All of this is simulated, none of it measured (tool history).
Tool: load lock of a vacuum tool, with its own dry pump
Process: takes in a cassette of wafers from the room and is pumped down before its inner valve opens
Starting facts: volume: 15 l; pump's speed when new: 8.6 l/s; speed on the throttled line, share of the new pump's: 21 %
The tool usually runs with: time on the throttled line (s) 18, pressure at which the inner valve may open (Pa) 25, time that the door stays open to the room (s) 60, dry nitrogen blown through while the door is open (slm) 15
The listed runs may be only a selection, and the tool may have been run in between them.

run,hour,time on the throttled line (s),pressure at which the inner valve may open (Pa),time that the door stays open to the room (s),dry nitrogen blown through while the door is open (slm),"incoming humidity of the room's air, %",time from the closed door until the inner valve may open (s),rise of the pressure with all valves shut (Pa/min)
1,0.0,18,25,60,15,46.2,28.8,0.076
2,282.6,18,25,60,15,45.4,28.9,0.076
3,670.9,18,25,60,15,46.8,29.4,0.083
4,1195.8,18,25,60,15,44.9,28.8,0.082
5,1578.8,18,25,60,15,41.6,29.1,0.088
6,1821.8,18,25,60,15,47.2,29.2,0.096
7,2367.2,18,25,26,15,45.0,29.1,0.081
8,2801.5,18,25,26,15,45.3,29.2,0.085
9,3238.4,34,36,52,10,43.4,41.1,0.117
10,3614.5,34,36,52,10,43.5,41.6,0.115

Difference, measured minus no-hidden-state, one row per run. Run-to-run variation is common to both terms; the gauge's own scatter need not be:
Hidden state present: pump's speed, % of a new pump's; leak at the door's seal, Pa l/s; drift of the gauge itself on ready_s, %; drift of the gauge itself on rise_pa_min, %.
run,rise of the pressure with all valves shut (Pa/min)
1,+0.016
2,+0.019
3,+0.021
4,+0.028
5,+0.033
6,+0.036
7,+0.044
8,+0.050
9,+0.056
10,+0.061
time from the closed door until the inner valve may open (s): at most 0.3 away from the measurement, every run.
